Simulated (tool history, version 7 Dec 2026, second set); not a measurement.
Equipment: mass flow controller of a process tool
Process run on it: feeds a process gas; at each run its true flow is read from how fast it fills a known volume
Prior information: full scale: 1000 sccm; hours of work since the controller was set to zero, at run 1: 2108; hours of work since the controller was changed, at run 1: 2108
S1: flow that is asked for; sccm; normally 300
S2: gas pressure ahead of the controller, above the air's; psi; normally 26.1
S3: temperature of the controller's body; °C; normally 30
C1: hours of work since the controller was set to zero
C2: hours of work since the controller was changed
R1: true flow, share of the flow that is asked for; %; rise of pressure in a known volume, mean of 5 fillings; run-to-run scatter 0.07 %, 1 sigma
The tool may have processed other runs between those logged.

run	hour	S1	S2	S3	C1	C2	R1
1	0.0	300	26.1	30	2108	2108	97.01
2	73.6	300	26.1	24	2158	2158	97.26
3	185.0	300	26.1	30	2235	2235	97.11
4	295.3	300	26.1	30	2310	2310	96.87
5	367.3	300	20.7	30	2360	2360	97.02
6	475.9	123	26.1	30	2434	2434	94.27
7	582.3	123	26.1	30	2507	2507	94.32
8	673.5	300	32.5	30	2570	2570	96.91
9	737.3	300	32.5	30	2613	2613	96.84
10	825.5	300	32.5	30	2674	2674	96.90
11	892.3	183	26.1	30	2720	2720	95.43
12	986.4	183	26.1	30	2784	2784	95.43
13	1057.9	300	26.1	21	2833	2833	97.03
14	1138.4	300	26.1	24	2888	2888	96.94
15	1260.4	300	26.1	30	2972	2972	96.82
16	1357.3	300	26.1	30	3039	3039	96.81
17	1461.4	300	26.1	30	3110	3110	96.67
18	1547.0	300	26.1	30	3169	3169	96.79
19	1597.7	300	26.1	30	3203	3203	96.65
20	1699.8	300	26.1	36	3273	3273	96.49
21	1771.6	300	26.1	36	3323	3323	96.51
22	1874.1	171	26.1	30	3393	3393	94.75
23	1939.3	171	26.1	30	3438	3438	94.64
# hour 1947.4: controller's zero set anew
24	2018.3	171	26.1	30	49	3492	93.50
25	2125.5	171	26.1	30	122	3565	93.55
26	2218.0	106	27.7	30	186	3628	90.19
27	2328.9	350	36.4	28	262	3704	96.35
28	2445.3	350	36.4	28	341	3784	96.41
# hour 2453.8: controller's zero set anew, once more
29	2542.3	300	20.5	30	61	3851	98.72
30	2636.3	300	20.5	22	125	3915	99.00
31	2727.7	171	26.1	26	188	3978	98.28
32	2835.3	247	26.1	27	262	4051	98.37
33	2946.0	117	26.1	30	338	4127	97.66
34	3008.1	141	38.3	39	380	4170	97.47
35	3125.8	166	36.0	20	461	4251	98.11
36	3210.0	166	36.0	20	519	4308	98.07
37	3282.1	166	36.0	25	568	4358	97.87
38	3363.9	510	29.6	25	624	4414	99.14
39	3443.2	101	22.0	23	678	4468	97.29
40	3567.4	136	22.2	30	764	4553	97.35
41	3690.4	136	31.2	30	848	4638	97.21
42	3761.7	774	24.1	30	897	4687	99.94
43	3828.1	774	24.1	30	942	4732	99.92
44	3883.6	774	24.4	29	980	4770	100.12
45	3948.0	220	24.4	29	1025	4814	97.86
46	4009.8	240	20.9	27	1067	4857	98.16
47	4113.4	240	20.9	27	1138	4928	98.11
48	4219.8	165	20.9	27	1211	5001	97.52
49	4301.4	162	38.0	32	1267	5057	97.01

What if the next run were any one of these 3? Each begins from the tool's condition after run 49:
A	4365.6	500	38.4	26	1311	5101	?
B	4365.6	300	23.6	30	1311	5101	?
C	4365.6	162	31.5	32	1311	5101	?

run	R1
A	99.06
B	98.22
C	97.13
With no hidden state in the tool, these same runs would have given:
run	R1
A	98.60
B	98.09
C	97.70

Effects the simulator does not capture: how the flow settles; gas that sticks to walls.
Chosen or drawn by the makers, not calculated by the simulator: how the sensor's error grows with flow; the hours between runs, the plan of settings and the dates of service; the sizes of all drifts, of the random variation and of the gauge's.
